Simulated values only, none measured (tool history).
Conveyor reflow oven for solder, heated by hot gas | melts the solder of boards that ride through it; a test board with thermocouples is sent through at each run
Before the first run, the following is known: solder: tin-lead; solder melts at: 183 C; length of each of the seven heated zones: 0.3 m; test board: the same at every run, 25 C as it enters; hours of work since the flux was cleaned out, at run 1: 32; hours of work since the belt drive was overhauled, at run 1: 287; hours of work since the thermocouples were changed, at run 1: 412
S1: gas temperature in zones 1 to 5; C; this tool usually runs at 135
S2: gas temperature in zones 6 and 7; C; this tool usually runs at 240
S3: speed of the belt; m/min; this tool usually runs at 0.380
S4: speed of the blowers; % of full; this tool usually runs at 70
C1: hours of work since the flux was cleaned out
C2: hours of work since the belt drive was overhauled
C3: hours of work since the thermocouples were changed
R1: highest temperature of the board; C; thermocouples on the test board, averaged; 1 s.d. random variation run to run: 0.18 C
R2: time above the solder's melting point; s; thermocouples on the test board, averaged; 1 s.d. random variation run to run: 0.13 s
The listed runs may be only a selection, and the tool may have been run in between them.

| run | hour | S1 | S2 | S3 | S4 | C1 | C2 | C3 | R1 | R2 |
|---|---|---|---|---|---|---|---|---|---|---|
| 1 | 0.0 | 135 | 240 | 0.380 | 70 | 32 | 287 | 412 | 225.1 | 77.6 |
| 2 | 15.9 | 135 | 240 | 0.380 | 70 | 42 | 297 | 422 | 224.7 | 77.6 |
| 3 | 33.3 | 135 | 240 | 0.303 | 70 | 53 | 308 | 433 | 231.0 | 103.6 |
| 4 | 42.4 | 135 | 240 | 0.303 | 70 | 59 | 314 | 439 | 230.3 | 103.9 |
|  | 48.4 | flux residue cleaned out of gas plates and filters |
| 5 | 63.9 | 135 | 240 | 0.446 | 70 | 10 | 324 | 449 | 219.7 | 61.3 |
| 6 | 72.4 | 135 | 240 | 0.446 | 70 | 15 | 330 | 455 | 219.5 | 61.3 |
| 7 | 84.9 | 135 | 240 | 0.446 | 70 | 23 | 337 | 463 | 219.6 | 61.2 |
| 8 | 98.5 | 135 | 240 | 0.446 | 70 | 31 | 346 | 471 | 218.9 | 61.1 |
| 9 | 117.0 | 149 | 231 | 0.380 | 70 | 43 | 358 | 483 | 218.5 | 79.0 |
| 10 | 128.1 | 121 | 245 | 0.417 | 64 | 50 | 365 | 490 | 221.3 | 61.9 |
| 11 | 139.2 | 139 | 240 | 0.389 | 70 | 57 | 372 | 497 | 224.2 | 76.7 |
|  | 162.3 | flux residue cleaned out of gas plates and filters, once more |
| 12 | 162.5 | 139 | 249 | 0.389 | 59 | 0 | 383 | 508 | 229.5 | 80.4 |

For some of the steps in R1 from one run to the next: how much would appear even if the tool had no hidden state, given the settings, what came in and random variation, and how much remains for the hidden state plus any gauge scatter that the measured result and the result without hidden state don't share?
The hidden state here: heat that the gas passes to the board, % of a clean oven's; belt's true speed, % of the reading; true gas temperature in zones 6 and 7 over the reading, C; drift of the gauge itself on peak_c, C; drift of the gauge itself on liquid_s, %.
Run 4 -> 5: S3 0.303 -> 0.446, flux residue cleaned out of gas plates and filters. R1 -10.6 C: hidden state -0.2, all else -10.4.
Run 11 -> 12: S2 240 -> 249, S4 70 -> 59, flux residue cleaned out of gas plates and filters, once more. R1 +5.3 C: hidden state +0.8, all else +4.5.

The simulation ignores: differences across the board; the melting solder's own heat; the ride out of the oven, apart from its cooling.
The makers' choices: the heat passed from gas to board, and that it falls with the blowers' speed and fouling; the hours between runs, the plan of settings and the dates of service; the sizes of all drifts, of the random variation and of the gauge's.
